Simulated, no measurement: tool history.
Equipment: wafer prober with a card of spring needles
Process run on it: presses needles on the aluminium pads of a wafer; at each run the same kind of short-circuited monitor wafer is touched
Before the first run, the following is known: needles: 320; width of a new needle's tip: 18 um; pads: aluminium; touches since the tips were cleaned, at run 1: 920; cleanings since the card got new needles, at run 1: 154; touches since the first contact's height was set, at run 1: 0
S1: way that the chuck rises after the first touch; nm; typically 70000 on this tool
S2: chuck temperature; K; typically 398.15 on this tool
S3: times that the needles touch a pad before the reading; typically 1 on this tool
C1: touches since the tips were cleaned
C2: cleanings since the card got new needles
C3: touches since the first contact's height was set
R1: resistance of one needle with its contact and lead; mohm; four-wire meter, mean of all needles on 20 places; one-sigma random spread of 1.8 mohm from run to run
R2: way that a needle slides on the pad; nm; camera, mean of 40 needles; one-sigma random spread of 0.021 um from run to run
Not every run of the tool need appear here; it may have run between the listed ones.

| run | hour | S1 | S2 | S3 | C1 | C2 | C3 | R1 | R2 |
|---|---|---|---|---|---|---|---|---|---|
| 1 | 0 | 70000 | 398.15 | 1 | 920 | 154 | 0 | 181 | 16480 |
|  | 9.1 | tips cleaned on abrasive film |
|  | 18.2 | tips cleaned on abrasive film |
|  | 27.2 | tips cleaned on abrasive film |
|  | 36.3 | tips cleaned on abrasive film |
|  | 47.7 | tips cleaned on abrasive film |
|  | 56.7 | tips cleaned on abrasive film |
| 2 | 57.1 | 70000 | 398.15 | 1 | 164 | 160 | 24295 | 181 | 16440 |
|  | 66.2 | tips cleaned on abrasive film |
|  | 75.3 | tips cleaned on abrasive film |
|  | 86.6 | tips cleaned on abrasive film |
|  | 95.7 | tips cleaned on abrasive film |
| 3 | 99.7 | 70000 | 398.15 | 1 | 1706 | 164 | 42413 | 180 | 16430 |
|  | 106.5 | tips cleaned on abrasive film |
|  | 117.8 | tips cleaned on abrasive film |
|  | 129.2 | tips cleaned on abrasive film |
| 4 | 130.9 | 71000 | 398.15 | 1 | 725 | 167 | 55686 | 181 | 16650 |
|  | 139.9 | tips cleaned on abrasive film |
|  | 151.3 | tips cleaned on abrasive film |
|  | 160.4 | tips cleaned on abrasive film |
| 5 | 164.3 | 71000 | 398.15 | 1 | 1699 | 170 | 69934 | 182 | 16610 |
|  | 166.9 | height of the first contact set anew |
|  | 171.4 | tips cleaned on abrasive film |
|  | 180.5 | tips cleaned on abrasive film |
|  | 191.9 | tips cleaned on abrasive film |
|  | 200.9 | tips cleaned on abrasive film |
|  | 210 | tips cleaned on abrasive film |
| 6 | 212 | 70000 | 398.15 | 1 | 834 | 175 | 19174 | 184 | 16360 |
|  | 221 | tips cleaned on abrasive film |
|  | 230.1 | tips cleaned on abrasive film |
|  | 241.5 | tips cleaned on abrasive film |
|  | 252.8 | tips cleaned on abrasive film |
| 7 | 257.1 | 70000 | 398.15 | 1 | 1845 | 179 | 38394 | 182 | 16330 |
|  | 263.9 | tips cleaned on abrasive film |
|  | 273 | tips cleaned on abrasive film |
|  | 282.1 | tips cleaned on abrasive film |
|  | 293.4 | tips cleaned on abrasive film |
|  | 304.7 | tips cleaned on abrasive film |
|  | 316.1 | tips cleaned on abrasive film |
| 8 | 320.4 | 70000 | 398.15 | 1 | 1876 | 185 | 65367 | 180 | 16270 |
|  | 327.3 | tips cleaned on abrasive film |
|  | 334.3 | height of the first contact set anew |
|  | 336.7 | tips cleaned on abrasive film |
|  | 345.7 | tips cleaned on abrasive film |
|  | 354.8 | tips cleaned on abrasive film |
|  | 366.2 | tips cleaned on abrasive film |
|  | 375.2 | tips cleaned on abrasive film |
| 9 | 377 | 70000 | 398.15 | 1 | 766 | 191 | 18141 | 182 | 16280 |
|  | 386.1 | tips cleaned on abrasive film |
|  | 395.2 | tips cleaned on abrasive film |
|  | 404.3 | tips cleaned on abrasive film |
| 10 | 410.4 | 70000 | 398.15 | 1 | 2636 | 194 | 32360 | 182 | 16270 |
|  | 415 | tips cleaned on abrasive film |
|  | 424.1 | tips cleaned on abrasive film |
|  | 433.2 | tips cleaned on abrasive film |
|  | 442.2 | tips cleaned on abrasive film |
|  | 451.3 | tips cleaned on abrasive film |
|  | 462.7 | tips cleaned on abrasive film |
| 11 | 464.4 | 70000 | 398.15 | 1 | 731 | 200 | 55292 | 179 | 16260 |
|  | 473.4 | tips cleaned on abrasive film |
|  | 482.5 | tips cleaned on abrasive film |
|  | 491.6 | tips cleaned on abrasive film |
|  | 500.7 | tips cleaned on abrasive film |
|  | 501 | height of the first contact set anew |
|  | 512.3 | tips cleaned on abrasive film |
| 12 | 514.6 | 70000 | 398.15 | 1 | 988 | 205 | 5814 | 183 | 16240 |
|  | 521.4 | tips cleaned on abrasive film |
|  | 530.5 | tips cleaned on abrasive film |
|  | 541.8 | tips cleaned on abrasive film |
|  | 550.9 | tips cleaned on abrasive film |
| 13 | 551.7 | 72000 | 381.15 | 1 | 347 | 209 | 21584 | 177 | 16690 |
|  | 560.8 | tips cleaned on abrasive film |
|  | 569.9 | tips cleaned on abrasive film |
|  | 579 | tips cleaned on abrasive film |
| 14 | 584.5 | 61000 | 376.15 | 1 | 2387 | 212 | 35554 | 178 | 14140 |
|  | 589.1 | tips cleaned on abrasive film |
|  | 600.4 | tips cleaned on abrasive film |
|  | 611.8 | tips cleaned on abrasive film |
|  | 620.8 | tips cleaned on abrasive film |
|  | 629.9 | tips cleaned on abrasive film |
|  | 641.3 | tips cleaned on abrasive film |
| 15 | 643 | 70000 | 398.15 | 2 | 745 | 218 | 60430 | 181 | 16180 |
|  | 652.1 | tips cleaned on abrasive film |
|  | 663.4 | tips cleaned on abrasive film |
|  | 668.2 | height of the first contact set anew |
|  | 672.8 | tips cleaned on abrasive film |
|  | 681.9 | tips cleaned on abrasive film |
|  | 690.9 | tips cleaned on abrasive film |
| 16 | 699.7 | 70000 | 398.15 | 2 | 3759 | 223 | 13412 | 179 | 16120 |
|  | 702 | tips cleaned on abrasive film |
|  | 711.1 | tips cleaned on abrasive film |
|  | 720.2 | tips cleaned on abrasive film |
|  | 729.3 | tips cleaned on abrasive film |
|  | 738.4 | tips cleaned on abrasive film |
|  | 747.5 | tips cleaned on abrasive film |
|  | 756.5 | tips cleaned on abrasive film |
| 17 | 762.7 | 75000 | 373.15 | 3 | 2656 | 230 | 40199 | 175 | 17250 |
|  | 767.3 | tips cleaned on abrasive film |
|  | 776.4 | tips cleaned on abrasive film |
|  | 785.5 | tips cleaned on abrasive film |
|  | 794.6 | tips cleaned on abrasive film |
|  | 803.5 | gauge calibrated |
|  | 803.6 | tips cleaned on abrasive film |
| 18 | 805 | 75000 | 373.15 | 3 | 581 | 235 | 58155 | 173 | 17630 |

Per-run results on a tool with no hidden state, each run keeping its own random variation:
What the log doesn't record here: debris on the tips, nm; way that the needles fall short of the set height, um; tips' diameter, um; drift of the gauge itself on contact_mohm, %; drift of the gauge itself on scrub_um, %.
| run | R2 |
|---|---|
| 1 | 16480 |
| 2 | 16470 |
| 3 | 16480 |
| 4 | 16720 |
| 5 | 16690 |
| 6 | 16460 |
| 7 | 16450 |
| 8 | 16420 |
| 9 | 16460 |
| 10 | 16450 |
| 11 | 16480 |
| 12 | 16470 |
| 13 | 16950 |
| 14 | 14370 |
| 15 | 16480 |
| 16 | 16430 |
| 17 | 17620 |
| 18 | 17630 |
R1: differs from the measured result by no more than 1 mohm in any run.
